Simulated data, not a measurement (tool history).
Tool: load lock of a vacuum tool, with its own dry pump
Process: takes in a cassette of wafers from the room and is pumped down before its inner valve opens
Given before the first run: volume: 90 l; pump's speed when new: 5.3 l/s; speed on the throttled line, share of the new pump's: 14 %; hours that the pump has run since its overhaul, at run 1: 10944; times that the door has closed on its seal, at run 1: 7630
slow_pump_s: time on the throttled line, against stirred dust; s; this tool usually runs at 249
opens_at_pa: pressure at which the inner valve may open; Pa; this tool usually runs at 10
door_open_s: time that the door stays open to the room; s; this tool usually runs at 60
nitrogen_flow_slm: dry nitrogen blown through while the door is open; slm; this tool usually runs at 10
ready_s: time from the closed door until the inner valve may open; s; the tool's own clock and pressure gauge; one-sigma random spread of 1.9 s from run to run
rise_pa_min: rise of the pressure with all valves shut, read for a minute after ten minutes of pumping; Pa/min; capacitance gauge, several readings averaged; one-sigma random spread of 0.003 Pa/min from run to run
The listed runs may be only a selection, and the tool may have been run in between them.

run	day	slow_pump_s	opens_at_pa	door_open_s	nitrogen_flow_slm	hours that the pump has run since its overhaul	times that the door has closed on its seal	incoming humidity of the room's air, %	ready_s	rise_pa_min
1	0	249	10	60	10	10944	7630	48.2	380.3	0.056
2	20.842	249	10	60	35	11444	9125	46.4	385.8	0.043
3	41.662	249	11	60	10	11944	10619	46.4	379.6	0.067
4	51.754	249	11	60	10	12186	11342	45.8	385.1	0.059
5	64.946	249	11	60	10	12503	12289	45.9	380.3	0.069
6	85.712	249	11	60	10	13001	13779	46.1	383	0.081
7	96.333	249	11	60	10	13256	14540	41.9	377.5	0.079
8	106.108	249	11	60	10	13491	15242	44.8	382.8	0.08
9	116.554	249	11	60	10	13741	15991	45.4	381.2	0.086
10	130.362	249	11	60	37	14073	16982	41.7	383.6	0.081
11	149.262	249	11	60	37	14526	18337	47.5	385	0.083
12	171.867	249	11	60	37	15069	19959	45.8	384.8	0.095
13	186.583	249	10	60	10	15422	21015	45.5	389.1	0.107
14	201.346	249	10	60	10	15776	22074	45	388.9	0.118
15	215.842	249	10	39	38	16124	23114	46.1	388	0.112
16	228.183	249	10	39	9	16420	23999	44.5	386.2	0.13
17	249.554	249	10	39	9	16933	25532	44.1	393	0.142
18	265.962	249	10	39	9	17327	26710	43.8	388.3	0.149
19	281.562	249	10	39	9	17701	27829	47.6	391.3	0.156
20	292.658	404	10	38	34	17968	28625	44.2	523.9	0.15
21	309.758	404	10	38	34	18378	29851	48	521.2	0.154
22	321.929	127	11	49	9	18670	30724	49	283.8	0.186
23	335.629	228	15	132	28	18999	31707	47.4	365.3	0.192
24	350.196	228	11	132	28	19349	32752	45.4	377.1	0.2
25	363.112	167	18	60	10	19659	33679	43.3	309.9	0.216

Forecast each of these 3 alternatives for the next run:
A	380.642	295	19	60	10	20079	34936	45.9	?	?
B	380.642	249	10	60	24	20079	34936	43	?	?
C	380.642	370	16	60	11	20079	34936	41	?	?

run	ready_s	rise_pa_min
A	421.8	0.223
B	395.7	0.214
C	484.8	0.216
With no hidden state in the tool, these same runs would have given:
run	ready_s	rise_pa_min
A	404.3	0.022
B	375	0.015
C	468.3	0.017

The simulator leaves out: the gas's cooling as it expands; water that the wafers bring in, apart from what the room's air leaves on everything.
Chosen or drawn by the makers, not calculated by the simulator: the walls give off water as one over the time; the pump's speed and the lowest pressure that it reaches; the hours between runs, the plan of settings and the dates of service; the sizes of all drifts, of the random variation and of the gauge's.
